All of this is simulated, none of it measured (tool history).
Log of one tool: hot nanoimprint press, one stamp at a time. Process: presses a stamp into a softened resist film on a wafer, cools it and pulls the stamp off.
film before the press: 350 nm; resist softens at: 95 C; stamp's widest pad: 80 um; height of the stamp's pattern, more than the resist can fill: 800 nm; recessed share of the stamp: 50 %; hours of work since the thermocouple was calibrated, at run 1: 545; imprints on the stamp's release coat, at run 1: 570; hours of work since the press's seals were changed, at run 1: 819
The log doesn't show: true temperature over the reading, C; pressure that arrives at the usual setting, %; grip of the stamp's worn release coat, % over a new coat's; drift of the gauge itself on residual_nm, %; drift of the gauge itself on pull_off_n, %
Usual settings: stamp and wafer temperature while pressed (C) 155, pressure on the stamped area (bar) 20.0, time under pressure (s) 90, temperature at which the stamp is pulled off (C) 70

| run | hour | stamp and wafer temperature while pressed (C) | pressure on the stamped area (bar) | time under pressure (s) | temperature at which the stamp is pulled off (C) | hours of work since the thermocouple was calibrated | imprints on the stamp's release coat | hours of work since the press's seals were changed | resist left under the stamp's widest pad (angstrom) | greatest force while the stamp is pulled off (N) |
|---|---|---|---|---|---|---|---|---|---|---|
| 1 | 0.0 | 155 | 20.0 | 90 | 70 | 545 | 570 | 819 | 1686 | 177 |
| 2 | 28.3 | 155 | 20.0 | 90 | 63 | 561 | 693 | 835 | 1651 | 197 |
|  | 50.0 | plate thermocouple calibrated |
| 3 | 64.1 | 155 | 21.1 | 90 | 70 | 8 | 835 | 854 | 1613 | 185 |
|  | 78.2 | stamp cleaned and given a new release coat |
| 4 | 104.5 | 163 | 20.0 | 90 | 70 | 28 | 114 | 873 | 991 | 156 |
|  | 135.2 | press's hydraulic seals changed and the load cell set to zero |
| 5 | 154.3 | 155 | 20.0 | 90 | 59 | 52 | 295 | 11 | 1625 | 193 |
| 6 | 181.3 | 155 | 20.0 | 90 | 59 | 67 | 412 | 26 | 1602 | 205 |
| 7 | 209.4 | 155 | 20.0 | 90 | 59 | 83 | 533 | 42 | 1610 | 197 |
| 8 | 260.1 | 155 | 20.0 | 90 | 59 | 112 | 753 | 71 | 1568 | 201 |
|  | 290.4 | stamp cleaned and given a new release coat |
| 9 | 303.5 | 155 | 12.9 | 90 | 59 | 133 | 56 | 93 | 1869 | 185 |
|  | 319.5 | plate thermocouple calibrated, once more |
| 10 | 339.3 | 155 | 21.8 | 90 | 59 | 11 | 198 | 111 | 1842 | 194 |
| 11 | 389.3 | 155 | 21.8 | 90 | 59 | 40 | 415 | 140 | 1824 | 204 |
| 12 | 410.2 | 150 | 20.0 | 90 | 70 | 52 | 505 | 152 | 2445 | 184 |
| 13 | 436.9 | 155 | 20.0 | 90 | 70 | 67 | 621 | 167 | 1874 | 180 |
| 14 | 477.3 | 155 | 20.0 | 90 | 70 | 90 | 796 | 190 | 1858 | 189 |
|  | 499.1 | stamp cleaned and given a new release coat |
| 15 | 523.8 | 155 | 20.0 | 90 | 70 | 113 | 107 | 213 | 1858 | 168 |
| 16 | 547.6 | 144 | 15.6 | 75 | 62 | 127 | 210 | 227 | 3125 | 187 |
| 17 | 573.9 | 155 | 21.8 | 115 | 73 | 142 | 324 | 242 | 1621 | 167 |
| 18 | 601.5 | 161 | 32.0 | 120 | 65 | 158 | 443 | 258 | 896 | 190 |
| 19 | 629.2 | 155 | 18.2 | 90 | 70 | 173 | 563 | 273 | 1893 | 177 |
| 20 | 678.1 | 155 | 18.2 | 90 | 70 | 201 | 775 | 301 | 1892 | 189 |
|  | 706.1 | stamp cleaned and given a new release coat |
| 21 | 719.1 | 144 | 21.1 | 81 | 67 | 221 | 56 | 321 | 2969 | 168 |
| 22 | 767.6 | 150 | 20.0 | 90 | 56 | 249 | 266 | 349 | 2329 | 190 |
| 23 | 805.9 | 155 | 20.0 | 90 | 65 | 271 | 432 | 371 | 1827 | 191 |
| 24 | 844.0 | 158 | 31.2 | 90 | 76 | 292 | 597 | 392 | 1219 | 170 |
| 25 | 888.4 | 158 | 21.4 | 46 | 64 | 318 | 789 | 418 | 1842 | 209 |
|  | 912.8 | stamp cleaned and given a new release coat |
| 26 | 934.8 | 158 | 21.4 | 46 | 64 | 341 | 95 | 441 | 1826 | 185 |
| 27 | 958.2 | 144 | 29.7 | 56 | 64 | 354 | 196 | 454 | 2934 | 185 |
| 28 | 998.4 | 149 | 25.8 | 90 | 70 | 377 | 370 | 477 | 2224 | 177 |
| 29 | 1029.9 | 152 | 25.8 | 90 | 70 | 395 | 506 | 495 | 1899 | 180 |

4 ways to go on from here, each from the tool as it stands after run 29. What would each give?
| A | 1061.2 | 155 | 22.6 | 90 | 70 | 413 | 642 | 513 | ? | ? |
| B | 1061.2 | 157 | 20.0 | 68 | 70 | 413 | 642 | 513 | ? | ? |
| C | 1061.2 | 152 | 12.0 | 56 | 70 | 413 | 642 | 513 | ? | ? |
| D | 1061.2 | 153 | 24.0 | 90 | 77 | 413 | 642 | 513 | ? | ? |

| run | resist left under the stamp's widest pad (angstrom) | greatest force while the stamp is pulled off (N) |
|---|---|---|
| A | 1626 | 183 |
| B | 1696 | 191 |
| C | 2680 | 179 |
| D | 1806 | 166 |
Without the tool's hidden state the same runs would have given:
| run | resist left under the stamp's widest pad (angstrom) | greatest force while the stamp is pulled off (N) |
|---|---|---|
| A | 1787 | 165 |
| B | 1855 | 172 |
| C | 2823 | 161 |
| D | 1976 | 150 |

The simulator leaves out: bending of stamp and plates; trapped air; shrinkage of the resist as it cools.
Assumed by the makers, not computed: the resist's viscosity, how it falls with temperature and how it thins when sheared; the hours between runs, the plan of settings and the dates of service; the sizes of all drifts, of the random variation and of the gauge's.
